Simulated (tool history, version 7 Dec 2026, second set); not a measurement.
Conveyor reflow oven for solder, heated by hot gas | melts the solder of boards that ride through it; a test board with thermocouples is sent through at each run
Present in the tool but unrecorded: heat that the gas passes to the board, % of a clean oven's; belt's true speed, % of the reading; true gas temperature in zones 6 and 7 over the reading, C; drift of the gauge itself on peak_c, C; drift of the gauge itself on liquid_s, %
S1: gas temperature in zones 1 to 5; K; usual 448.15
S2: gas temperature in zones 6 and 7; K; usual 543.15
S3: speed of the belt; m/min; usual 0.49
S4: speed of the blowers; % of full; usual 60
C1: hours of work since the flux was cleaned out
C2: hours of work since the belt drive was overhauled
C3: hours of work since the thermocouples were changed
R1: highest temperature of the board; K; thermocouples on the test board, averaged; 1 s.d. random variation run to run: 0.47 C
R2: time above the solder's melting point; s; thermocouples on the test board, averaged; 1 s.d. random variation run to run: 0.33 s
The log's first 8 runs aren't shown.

{"run": 9, "hour": 119.1, "S1": 448.15, "S2": 543.15, "S3": 0.49, "S4": 69, "C1": 69, "C2": 196, "C3": 236, "R1": 530.75, "R2": 80.1}
{"run": 10, "hour": 131.4, "S1": 448.15, "S2": 543.15, "S3": 0.567, "S4": 60, "C1": 78, "C2": 205, "C3": 245, "R1": 523.95, "R2": 61.5}
{"run": 11, "hour": 140.0, "S1": 448.15, "S2": 543.15, "S3": 0.567, "S4": 60, "C1": 85, "C2": 212, "C3": 252, "R1": 523.75, "R2": 61.5}
{"run": 12, "hour": 151.8, "S1": 448.15, "S2": 543.15, "S3": 0.572, "S4": 60, "C1": 94, "C2": 221, "C3": 261, "R1": 523.55, "R2": 61.2}
{"run": 13, "hour": 162.9, "S1": 448.15, "S2": 543.15, "S3": 0.572, "S4": 60, "C1": 103, "C2": 230, "C3": 270, "R1": 523.75, "R2": 61}
{"run": 14, "hour": 170.9, "S1": 448.15, "S2": 543.15, "S3": 0.49, "S4": 60, "C1": 109, "C2": 236, "C3": 276, "R1": 528.95, "R2": 77.5}
{"run": 15, "hour": 190.0, "S1": 448.15, "S2": 543.15, "S3": 0.559, "S4": 60, "C1": 124, "C2": 251, "C3": 291, "R1": 524.15, "R2": 62.8}
{"run": 16, "hour": 208.9, "S1": 439.15, "S2": 543.15, "S3": 0.559, "S4": 60, "C1": 139, "C2": 265, "C3": 306, "R1": 522.65, "R2": 58.1}
{"run": 17, "hour": 218.3, "S1": 452.15, "S2": 532.15, "S3": 0.49, "S4": 60, "C1": 146, "C2": 273, "C3": 313, "R1": 519.55, "R2": 70.5}
{"run": 18, "hour": 229.4, "S1": 452.15, "S2": 532.15, "S3": 0.49, "S4": 60, "C1": 155, "C2": 281, "C3": 322, "R1": 519.35, "R2": 70.7}

What does the tool deliver on the next run?
{"run": 19, "hour": 239.6, "S1": 444.15, "S2": 532.15, "S3": 0.493, "S4": 51, "C1": 163, "C2": 289, "C3": 330, "R1": "?", "R2": "?"}

{"run 19": {"R1": 515.65, "R2": 61}}
If the tool had no hidden condition, the same run with the same run-to-run variation would have returned R1 515.75 K, R2 61.1 s.

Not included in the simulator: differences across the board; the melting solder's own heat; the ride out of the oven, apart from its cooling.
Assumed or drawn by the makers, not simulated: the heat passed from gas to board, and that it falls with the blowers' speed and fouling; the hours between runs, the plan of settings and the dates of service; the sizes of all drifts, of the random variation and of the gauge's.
